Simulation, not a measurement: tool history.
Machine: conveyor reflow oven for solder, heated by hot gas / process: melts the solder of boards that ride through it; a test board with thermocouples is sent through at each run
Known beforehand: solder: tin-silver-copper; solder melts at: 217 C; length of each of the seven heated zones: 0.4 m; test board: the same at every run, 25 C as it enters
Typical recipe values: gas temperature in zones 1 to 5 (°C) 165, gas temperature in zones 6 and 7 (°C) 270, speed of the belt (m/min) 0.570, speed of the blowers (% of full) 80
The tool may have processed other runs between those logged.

run	hour	gas temperature in zones 1 to 5 (°C)	gas temperature in zones 6 and 7 (°C)	speed of the belt (m/min)	speed of the blowers (% of full)	highest temperature of the board (°C)	time above the solder's melting point (s)
1	0.0	165	270	0.570	80	257.4	65.4
2	11.4	165	270	0.570	53	250.7	58.0
3	21.3	165	270	0.462	80	262.7	86.2
4	32.4	165	270	0.462	80	262.7	86.3
5	43.7	165	270	0.462	80	262.7	86.1
6	55.5	165	270	0.462	80	262.3	86.2
7	61.5	165	270	0.462	80	262.3	86.2
8	73.1	165	270	0.570	80	257.5	65.0
9	81.0	165	270	0.570	80	257.2	65.2
10	87.0	165	270	0.570	80	257.2	65.2
# hour 91.6: belt drive overhauled, speed set with a stopwatch
11	101.5	165	270	0.570	80	257.5	65.1
12	109.1	165	270	0.570	80	257.3	65.2
13	117.1	165	270	0.570	80	257.4	64.9
14	127.1	165	270	0.570	80	257.3	65.5
15	134.5	165	270	0.570	55	251.0	58.5
16	140.6	165	270	0.570	63	253.5	61.2
17	147.5	170	266	0.570	80	254.1	64.7
# hour 153.7: belt drive overhauled, speed set with a stopwatch, once more
18	163.2	170	266	0.570	74	253.0	63.3
19	169.5	165	270	0.570	56	251.0	58.4
20	178.1	165	262	0.649	56	239.3	39.2
21	186.5	165	262	0.649	56	239.0	39.2
22	191.9	179	275	0.569	53	257.5	68.8
23	199.0	172	283	0.607	56	261.5	64.2
24	208.9	172	283	0.607	56	261.5	64.2
25	218.2	163	283	0.652	51	254.3	51.4
26	226.9	163	283	0.652	78	263.4	58.5
27	233.4	164	283	0.652	72	261.9	57.6
28	244.1	172	280	0.573	69	264.2	70.6
29	249.9	166	281	0.570	80	266.9	71.1
30	255.2	165	270	0.570	80	256.5	64.6
31	261.0	179	270	0.570	55	252.9	65.6

Consider 4 possible next runs. They are alternatives, not a sequence: every one starts from the tool as it was left by run 31. What does each give?
A	271.5	165	263	0.510	55	?	?
B	271.5	159	270	0.570	80	?	?
C	271.5	157	270	0.570	80	?	?
D	271.5	165	270	0.490	66	?	?

run	highest temperature of the board (°C)	time above the solder's melting point (s)
A	248.2	63.9
B	256.0	62.2
C	255.3	61.3
D	258.3	76.6
Stripped of hidden state, with their random variation kept, the same runs would have yielded:
run	highest temperature of the board (°C)	time above the solder's melting point (s)
A	249.9	65.9
B	258.3	64.2
C	257.6	63.4
D	260.1	78.3

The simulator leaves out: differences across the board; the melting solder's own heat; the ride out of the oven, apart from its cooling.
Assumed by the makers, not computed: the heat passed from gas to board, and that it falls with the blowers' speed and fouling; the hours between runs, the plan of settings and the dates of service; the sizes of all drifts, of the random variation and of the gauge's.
